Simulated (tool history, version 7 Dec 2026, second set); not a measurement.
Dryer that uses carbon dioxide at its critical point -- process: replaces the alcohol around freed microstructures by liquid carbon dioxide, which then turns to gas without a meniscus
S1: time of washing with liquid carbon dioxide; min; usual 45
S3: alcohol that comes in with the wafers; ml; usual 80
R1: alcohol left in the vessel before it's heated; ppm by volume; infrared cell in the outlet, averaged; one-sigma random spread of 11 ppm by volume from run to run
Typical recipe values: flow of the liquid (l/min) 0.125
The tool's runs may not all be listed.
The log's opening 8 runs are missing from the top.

Run 9, hour 400.3: usual settings but S1 34 min. Result: R1 2582 ppm by volume.
Run 10, hour 449.2: usual settings but S1 34 min. Result: R1 2627 ppm by volume.
Run 11, hour 478.2: usual settings but flow of the liquid (l/min) 0.154. Result: R1 423 ppm by volume.
Run 12, hour 532.3: usual settings but flow of the liquid (l/min) 0.154. Result: R1 434 ppm by volume.
Run 13, hour 586.0: usual settings but flow of the liquid (l/min) 0.154. Result: R1 442 ppm by volume.
Run 14, hour 640.5: usual settings. Result: R1 1033 ppm by volume.
Run 15, hour 674.8: usual settings but S1 27 min. Result: R1 5419 ppm by volume.
Run 16, hour 719.6: usual settings but S1 27 min. Result: R1 5830 ppm by volume.
Run 17, hour 764.8: usual settings but S1 43 min, flow of the liquid (l/min) 0.204, S3 29 ml. Result: R1 182 ppm by volume.
Run 18, hour 799.5: usual settings but S1 43 min, flow of the liquid (l/min) 0.204, S3 29 ml. Result: R1 185 ppm by volume.
Run 19, hour 837.6: usual settings but S1 43 min, flow of the liquid (l/min) 0.204, S3 29 ml. Result: R1 195 ppm by volume.

Forecast run 20:
Run 20, hour 870.4: usual settings but S1 43 min, flow of the liquid (l/min) 0.204, S3 29 ml. Result: R1 ?.

Run 20 gave R1 188 ppm by volume.
With the hidden condition absent and the run-to-run variation left alone, this run would have shown R1 17 ppm by volume.

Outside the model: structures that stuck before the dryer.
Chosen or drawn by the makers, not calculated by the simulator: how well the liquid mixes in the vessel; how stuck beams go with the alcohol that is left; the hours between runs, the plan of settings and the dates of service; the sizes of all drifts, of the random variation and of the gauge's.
